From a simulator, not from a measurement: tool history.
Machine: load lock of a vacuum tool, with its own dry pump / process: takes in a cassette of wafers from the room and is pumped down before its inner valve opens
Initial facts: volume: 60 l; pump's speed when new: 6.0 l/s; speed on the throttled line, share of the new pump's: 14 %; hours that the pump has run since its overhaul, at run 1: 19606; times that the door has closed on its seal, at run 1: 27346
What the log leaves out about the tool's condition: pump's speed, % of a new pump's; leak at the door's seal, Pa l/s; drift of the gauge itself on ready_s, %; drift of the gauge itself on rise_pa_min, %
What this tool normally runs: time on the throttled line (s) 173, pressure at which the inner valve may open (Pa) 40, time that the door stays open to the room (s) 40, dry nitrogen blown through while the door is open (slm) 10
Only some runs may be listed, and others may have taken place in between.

run,hour,time on the throttled line (s),pressure at which the inner valve may open (Pa),time that the door stays open to the room (s),dry nitrogen blown through while the door is open (slm),hours that the pump has run since its overhaul,times that the door has closed on its seal,"incoming humidity of the room's air, %",time from the closed door until the inner valve may open (s),rise of the pressure with all valves shut (Pa/min)
1,0,173,40,40,10,19606,27346,43.9,242.4,0.075
2,325.6,173,40,40,10,19932,28021,45.4,242.7,0.082
3,577.4,173,40,40,10,20183,28543,47.2,243.7,0.084
4,798.6,173,40,29,10,20405,29002,45.3,244,0.084
5,1151,173,40,29,10,20757,29733,46.7,245.2,0.082
6,1375.7,173,40,29,10,20982,30199,46.1,247.4,0.091
7,1562.2,173,40,29,10,21168,30586,46.2,246.4,0.085
8,1724.5,173,40,29,10,21330,30923,47.4,246.4,0.084
9,2081.3,173,40,40,10,21687,31663,43.4,245.2,0.093
10,2345.1,173,40,40,4,21951,32210,45.5,247.2,0.102
# hour 2428.9: dry pump taken out, an overhauled one fitted
11,2568.6,265,40,40,4,140,32661,45.4,305.5,0.099
12,2834.2,265,40,40,4,405,33212,44,307.2,0.1
13,3168,265,40,40,4,739,33905,41.3,304.1,0.107
14,3449,265,40,40,4,1020,34488,42.6,304.1,0.109
15,3651.8,265,40,40,9,1223,34908,45.2,308.3,0.105
16,3935.6,135,40,40,9,1507,35497,44.7,195.5,0.112
17,4239.1,135,40,40,9,1810,36127,45.4,196,0.113
18,4559.7,173,40,40,10,2131,36792,41.6,230.1,0.11
19,4737,173,40,40,10,2308,37159,45.7,228.9,0.11
20,5068.5,186,40,43,10,2640,37847,42.9,240,0.114
21,5423.9,91,39,65,10,2995,38584,42.3,160.8,0.123
22,5597.1,91,39,65,10,3168,38944,45.4,161.2,0.126
23,5934.3,161,48,71,11,3505,39643,45.1,220,0.132
24,6208.5,161,48,71,11,3780,40212,45.3,216.7,0.133
25,6476.1,91,44,60,8,4047,40767,44.7,161.6,0.135
26,6789.8,269,34,81,11,4361,41418,48.3,312.1,0.145
27,7063.8,198,63,40,10,4635,41986,49,247.1,0.138

The next listed run, before its measurement:
28,7356.1,198,63,45,10,4927,42592,47.8,?,?

Run 28 yielded time from the closed door until the inner valve may open (s) 249.3, rise of the pressure with all valves shut (Pa/min) 0.14.
If the tool had no hidden condition, the same run with the same run-to-run variation would have returned time from the closed door until the inner valve may open (s) 245.4, rise of the pressure with all valves shut (Pa/min) 0.02.

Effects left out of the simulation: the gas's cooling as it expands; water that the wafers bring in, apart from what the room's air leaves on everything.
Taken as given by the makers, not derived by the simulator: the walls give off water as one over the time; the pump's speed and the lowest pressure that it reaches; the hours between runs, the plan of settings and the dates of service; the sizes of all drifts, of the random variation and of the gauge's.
